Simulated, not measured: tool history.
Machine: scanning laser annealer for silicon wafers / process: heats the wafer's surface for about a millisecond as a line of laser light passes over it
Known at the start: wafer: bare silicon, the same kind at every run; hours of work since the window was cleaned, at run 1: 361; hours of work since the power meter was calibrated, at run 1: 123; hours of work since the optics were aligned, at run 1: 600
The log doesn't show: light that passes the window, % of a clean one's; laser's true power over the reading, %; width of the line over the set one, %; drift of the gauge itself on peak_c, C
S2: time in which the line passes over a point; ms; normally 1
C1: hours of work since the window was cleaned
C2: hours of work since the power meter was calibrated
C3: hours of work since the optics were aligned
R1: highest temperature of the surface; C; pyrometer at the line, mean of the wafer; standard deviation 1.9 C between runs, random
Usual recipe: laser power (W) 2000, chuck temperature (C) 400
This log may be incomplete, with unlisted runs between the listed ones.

run 1 hour=0 | laser_power_(W)=2000 S2=1 chuck_temperature_(C)=400 | C1=361 C2=123 C3=600 | R1=1131
run 2 hour=33 | laser_power_(W)=2000 S2=1 chuck_temperature_(C)=400 | C1=381 C2=142 C3=619 | R1=1132
run 3 hour=48.8 | laser_power_(W)=2000 S2=1 chuck_temperature_(C)=400 | C1=390 C2=152 C3=629 | R1=1132
run 4 hour=71.7 | laser_power_(W)=2000 S2=1 chuck_temperature_(C)=400 | C1=404 C2=165 C3=642 | R1=1132
-- hour=99.7 window over the wafer cleaned
run 5 hour=99.7 | laser_power_(W)=2000 S2=1 chuck_temperature_(C)=400 | C1=0 C2=181 C3=658 | R1=1130
run 6 hour=128.7 | laser_power_(W)=2000 S2=0.89 chuck_temperature_(C)=400 | C1=17 C2=198 C3=675 | R1=1092
run 7 hour=161.4 | laser_power_(W)=2000 S2=0.89 chuck_temperature_(C)=400 | C1=37 C2=217 C3=694 | R1=1092
run 8 hour=188.5 | laser_power_(W)=2000 S2=0.89 chuck_temperature_(C)=400 | C1=53 C2=233 C3=710 | R1=1092
-- hour=200.6 optics aligned, line set to its width
run 9 hour=214.6 | laser_power_(W)=1935 S2=0.89 chuck_temperature_(C)=400 | C1=65 C2=246 C3=8 | R1=1063
run 10 hour=243.9 | laser_power_(W)=1935 S2=0.89 chuck_temperature_(C)=400 | C1=82 C2=263 C3=26 | R1=1062
run 11 hour=275.9 | laser_power_(W)=1777 S2=0.89 chuck_temperature_(C)=439 | C1=101 C2=282 C3=45 | R1=1038
run 12 hour=306.4 | laser_power_(W)=2014 S2=0.79 chuck_temperature_(C)=394 | C1=119 C2=300 C3=63 | R1=1049
run 13 hour=336 | laser_power_(W)=1915 S2=0.92 chuck_temperature_(C)=431 | C1=137 C2=318 C3=80 | R1=1095
run 14 hour=358 | laser_power_(W)=2192 S2=1 chuck_temperature_(C)=413 | C1=150 C2=331 C3=93 | R1=1236
run 15 hour=385.6 | laser_power_(W)=2000 S2=0.81 chuck_temperature_(C)=406 | C1=166 C2=347 C3=109 | R1=1061

Forecast each of these 3 alternatives for the next run:
run A hour=412.8 | laser_power_(W)=1725 S2=1.22 chuck_temperature_(C)=396 | C1=182 C2=363 C3=126 | R1=?
run B hour=412.8 | laser_power_(W)=2168 S2=0.81 chuck_temperature_(C)=387 | C1=182 C2=363 C3=126 | R1=?
run C hour=412.8 | laser_power_(W)=2000 S2=0.81 chuck_temperature_(C)=400 | C1=182 C2=363 C3=126 | R1=?

run=A R1=1072
run=B R1=1115
run=C R1=1060
The same runs, with their run-to-run variation unchanged, on a tool lacking any hidden condition would have given:
run=A R1=1072
run=B R1=1116
run=C R1=1061
